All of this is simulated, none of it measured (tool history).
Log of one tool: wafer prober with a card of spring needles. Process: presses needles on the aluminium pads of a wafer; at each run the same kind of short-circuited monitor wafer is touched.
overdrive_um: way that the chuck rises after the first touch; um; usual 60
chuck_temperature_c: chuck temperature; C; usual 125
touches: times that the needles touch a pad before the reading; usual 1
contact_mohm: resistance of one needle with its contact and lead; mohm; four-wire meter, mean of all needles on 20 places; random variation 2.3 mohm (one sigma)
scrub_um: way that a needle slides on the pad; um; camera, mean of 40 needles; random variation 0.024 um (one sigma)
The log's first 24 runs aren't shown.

run	hour	overdrive_um	chuck_temperature_c	touches	contact_mohm	scrub_um
25	503.5	52	67	2	298	12.81
# hour 521.8: tips cleaned on abrasive film
26	521.8	52	28	2	244	12.83
27	541.9	52	28	2	292	12.80
# hour 562.0: tips cleaned on abrasive film
28	562.6	52	28	1	253	12.81
29	591.9	60	125	1	332	14.79
# hour 601.6: tips cleaned on abrasive film
30	616.3	60	125	1	313	14.75
31	628.7	60	125	1	335	14.76
# hour 641.2: tips cleaned on abrasive film
32	643.8	60	125	2	276	14.77
33	658.5	70	56	1	290	17.20

Forecast each of these 3 alternatives for the next run:
# hour 681.3: tips cleaned on abrasive film
A	686.6	72	83	1	?	?
# hour 681.3: tips cleaned on abrasive film
B	686.6	41	30	2	?	?
# hour 681.3: tips cleaned on abrasive film
C	686.6	62	53	1	?	?

run	contact_mohm	scrub_um
A	265	17.74
B	278	9.98
C	266	15.22
Without the tool's hidden state the same runs would have given:
run	contact_mohm	scrub_um
A	247	17.92
B	245	10.15
C	241	15.39
